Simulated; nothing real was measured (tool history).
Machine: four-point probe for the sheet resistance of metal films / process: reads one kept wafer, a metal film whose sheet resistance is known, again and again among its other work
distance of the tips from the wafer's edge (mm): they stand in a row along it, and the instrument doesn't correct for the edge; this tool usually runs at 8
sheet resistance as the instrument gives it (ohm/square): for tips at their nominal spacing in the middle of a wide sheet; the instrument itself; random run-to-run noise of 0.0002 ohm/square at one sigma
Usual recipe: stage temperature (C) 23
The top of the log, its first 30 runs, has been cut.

run   hour  stage temperature (C)  distance of the tips from the wafer's edge (mm)  sheet resistance as the instrument gives it (ohm/square)
 31  672.4                     25                                                5                                                  1.008735
 32  690.5                     25                                                5                                                  1.009148
 33  712.1                     25                                                5                                                  1.008774
 34  734.9                     20                                               51                                                  0.987600
     740.5  -- stage's thermometer calibrated, once more
 35  760.4                     20                                               51                                                  0.987007
 36  783.9                     20                                                5                                                  1.007719
 37  804.8                     23                                                9                                                  0.993185
 38  827.8                     23                                                9                                                  0.993221
 39  847.0                     25                                               74                                                  0.987265
 40  863.6                     25                                               74                                                  0.986703
 41  878.7                     25                                               74                                                  0.987497
 42  907.6                     27                                               57                                                  0.987382
 43  927.4                     20                                               57                                                  0.987221
 44  949.4                     20                                               57                                                  0.987452

Predict each of these 3 candidate next runs independently; none follows another, all start after run 44:
  A  973.3                     25                                                5                                                         ?
  B  973.3                     32                                               68                                                         ?
  C  973.3                     23                                               23                                                         ?

run  sheet resistance as the instrument gives it (ohm/square)
  A                                                  1.007997
  B                                                  0.987762
  C                                                  0.988604
With no hidden state in the tool, these same runs would have given:
run  sheet resistance as the instrument gives it (ohm/square)
  A                                                  1.006055
  B                                                  0.985878
  C                                                  0.986692
